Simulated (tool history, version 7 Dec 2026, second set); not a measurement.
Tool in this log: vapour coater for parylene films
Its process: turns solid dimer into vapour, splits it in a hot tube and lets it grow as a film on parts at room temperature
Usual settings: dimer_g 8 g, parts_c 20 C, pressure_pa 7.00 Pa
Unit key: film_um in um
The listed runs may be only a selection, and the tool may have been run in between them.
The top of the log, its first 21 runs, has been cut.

run	hour	dimer_g	parts_c	pressure_pa	film_um
22	320.6	8	18	7.00	1.156
23	333.6	8	18	11.04	1.052
24	354.0	8	25	7.00	0.852
25	366.7	4	27	7.59	0.391
26	382.2	11	23	3.48	1.401
27	403.6	8	19	10.14	1.025
# hour 406.2: table's thermometer calibrated
28	421.1	8	19	10.14	1.027
29	431.0	8	19	10.14	1.009
30	447.4	8	19	10.14	1.003
31	457.0	8	15	7.00	1.257
32	475.5	4	20	7.00	0.507
33	492.6	5	13	7.00	0.843
34	511.1	8	20	7.19	0.994
35	533.3	4	17	6.61	0.575
# hour 544.1: table's thermometer calibrated, once more
36	544.1	4	17	6.61	0.591
37	557.4	5	20	6.61	0.643
38	571.7	4	13	7.00	0.661

Run 39 has not been measured yet. What should we expect?
39	594.3	4	13	7.00	?

{"run 39": {"film_um": 0.679}}
With the hidden condition absent and the run-to-run variation left alone, this run would have shown film_um 0.746 um.
